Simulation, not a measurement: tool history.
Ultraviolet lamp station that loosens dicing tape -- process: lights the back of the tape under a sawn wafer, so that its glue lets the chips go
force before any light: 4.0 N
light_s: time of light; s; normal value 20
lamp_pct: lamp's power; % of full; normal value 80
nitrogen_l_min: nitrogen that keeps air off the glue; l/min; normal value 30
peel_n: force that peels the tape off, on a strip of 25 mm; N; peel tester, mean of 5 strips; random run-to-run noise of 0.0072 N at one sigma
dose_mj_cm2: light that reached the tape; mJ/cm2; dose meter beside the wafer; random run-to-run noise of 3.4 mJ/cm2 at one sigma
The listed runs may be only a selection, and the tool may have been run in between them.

| run | day | light_s | lamp_pct | nitrogen_l_min | peel_n | dose_mj_cm2 |
|---|---|---|---|---|---|---|
| 1 | 0 | 20 | 80 | 30 | 0.522 | 381 |
|  | 3.638 | window cleaned of glue's vapour |
| 2 | 3.638 | 20 | 80 | 30 | 0.637 | 339 |
| 3 | 7.471 | 20 | 97 | 30 | 0.498 | 390 |
| 4 | 9.862 | 20 | 97 | 30 | 0.522 | 382 |
|  | 13.396 | window cleaned of glue's vapour, once more |
| 5 | 13.65 | 20 | 97 | 30 | 0.379 | 464 |
| 6 | 17.375 | 20 | 68 | 30 | 0.688 | 315 |
| 7 | 19.592 | 20 | 68 | 30 | 0.76 | 302 |
| 8 | 23.604 | 20 | 68 | 30 | 0.821 | 286 |
| 9 | 26.812 | 20 | 68 | 30 | 0.896 | 278 |
|  | 28.275 | lamp changed |
| 10 | 28.938 | 20 | 68 | 30 | 0.409 | 440 |

Run 11, settings as shown, results not yet in. Your forecast:
| 11 | 30.742 | 20 | 68 | 30 | ? | ? |

Run 11 produced peel_n 0.414 N, dose_mj_cm2 432 mJ/cm2.
The same run, on a tool lacking any hidden state, would have yielded peel_n 0.35 N, dose_mj_cm2 473 mJ/cm2.
